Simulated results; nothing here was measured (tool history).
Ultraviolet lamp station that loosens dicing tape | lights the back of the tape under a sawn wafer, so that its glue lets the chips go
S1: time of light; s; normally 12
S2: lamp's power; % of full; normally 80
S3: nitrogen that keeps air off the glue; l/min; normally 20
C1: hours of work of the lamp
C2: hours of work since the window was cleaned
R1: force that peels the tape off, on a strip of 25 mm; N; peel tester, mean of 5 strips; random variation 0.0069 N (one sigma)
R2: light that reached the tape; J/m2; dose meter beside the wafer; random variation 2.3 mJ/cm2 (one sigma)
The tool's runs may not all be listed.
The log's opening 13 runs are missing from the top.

{"run": 14, "hour": 732.9, "S1": 12, "S2": 80, "S3": 20, "C1": 828, "C2": 515, "R1": 0.416, "R2": 1680}
{"run": 15, "hour": 807.6, "S1": 12, "S2": 87, "S3": 20, "C1": 868, "C2": 555, "R1": 0.349, "R2": 1770}
{"run": 16, "hour": 849.6, "S1": 12, "S2": 87, "S3": 20, "C1": 891, "C2": 578, "R1": 0.358, "R2": 1810}
{"hour": 871.2, "done": "window cleaned of glue's vapour"}
{"run": 17, "hour": 903.3, "S1": 12, "S2": 80, "S3": 15, "C1": 919, "C2": 17, "R1": 0.397, "R2": 1820}
{"run": 18, "hour": 965.6, "S1": 12, "S2": 80, "S3": 37, "C1": 953, "C2": 51, "R1": 0.27, "R2": 1810}
{"run": 19, "hour": 1015.3, "S1": 10, "S2": 84, "S3": 37, "C1": 979, "C2": 77, "R1": 0.363, "R2": 1510}
{"run": 20, "hour": 1072.0, "S1": 19, "S2": 93, "S3": 9, "C1": 1010, "C2": 108, "R1": 0.145, "R2": 3180}
{"run": 21, "hour": 1145.8, "S1": 10, "S2": 80, "S3": 9, "C1": 1049, "C2": 147, "R1": 0.858, "R2": 1450}
{"run": 22, "hour": 1215.6, "S1": 10, "S2": 80, "S3": 9, "C1": 1087, "C2": 185, "R1": 0.89, "R2": 1410}
{"run": 23, "hour": 1287.7, "S1": 12, "S2": 99, "S3": 25, "C1": 1126, "C2": 224, "R1": 0.214, "R2": 2090}
{"run": 24, "hour": 1343.3, "S1": 12, "S2": 66, "S3": 20, "C1": 1155, "C2": 253, "R1": 0.626, "R2": 1370}
{"run": 25, "hour": 1411.3, "S1": 12, "S2": 66, "S3": 20, "C1": 1192, "C2": 290, "R1": 0.654, "R2": 1320}
{"run": 26, "hour": 1468.3, "S1": 12, "S2": 66, "S3": 20, "C1": 1223, "C2": 320, "R1": 0.656, "R2": 1330}
{"run": 27, "hour": 1515.8, "S1": 12, "S2": 66, "S3": 20, "C1": 1248, "C2": 346, "R1": 0.682, "R2": 1300}
{"run": 28, "hour": 1567.2, "S1": 12, "S2": 66, "S3": 20, "C1": 1276, "C2": 374, "R1": 0.693, "R2": 1300}
{"run": 29, "hour": 1634.5, "S1": 12, "S2": 66, "S3": 20, "C1": 1312, "C2": 410, "R1": 0.694, "R2": 1300}
{"run": 30, "hour": 1712.8, "S1": 12, "S2": 68, "S3": 39, "C1": 1354, "C2": 452, "R1": 0.523, "R2": 1350}
{"run": 31, "hour": 1796.9, "S1": 8, "S2": 73, "S3": 7, "C1": 1399, "C2": 497, "R1": 1.86, "R2": 940}
{"run": 32, "hour": 1865.8, "S1": 9, "S2": 80, "S3": 39, "C1": 1436, "C2": 534, "R1": 0.729, "R2": 1160}
{"run": 33, "hour": 1940.0, "S1": 9, "S2": 90, "S3": 39, "C1": 1476, "C2": 574, "R1": 0.57, "R2": 1230}
{"hour": 1972.0, "done": "window cleaned of glue's vapour"}
{"hour": 1998.4, "done": "lamp changed"}
{"run": 34, "hour": 2010.9, "S1": 9, "S2": 90, "S3": 39, "C1": 7, "C2": 20, "R1": 0.272, "R2": 1750}

Here are 4 independent what-if runs from the current tool condition. What would each one return?
{"run": "A", "hour": 2065.6, "S1": 9, "S2": 98, "S3": 39, "C1": 36, "C2": 50, "R1": "?", "R2": "?"}
{"run": "B", "hour": 2065.6, "S1": 8, "S2": 67, "S3": 11, "C1": 36, "C2": 50, "R1": "?", "R2": "?"}
{"run": "C", "hour": 2065.6, "S1": 20, "S2": 64, "S3": 21, "C1": 36, "C2": 50, "R1": "?", "R2": "?"}
{"run": "D", "hour": 2065.6, "S1": 15, "S2": 80, "S3": 20, "C1": 36, "C2": 50, "R1": "?", "R2": "?"}

run=A R1=0.214 R2=1900
run=B R1=1.103 R2=1170
run=C R1=0.126 R2=2770
run=D R1=0.136 R2=2580
Without the tool's hidden state the same runs would have given:
run=A R1=0.204 R2=1940
run=B R1=1.071 R2=1190
run=C R1=0.122 R2=2820
run=D R1=0.131 R2=2630

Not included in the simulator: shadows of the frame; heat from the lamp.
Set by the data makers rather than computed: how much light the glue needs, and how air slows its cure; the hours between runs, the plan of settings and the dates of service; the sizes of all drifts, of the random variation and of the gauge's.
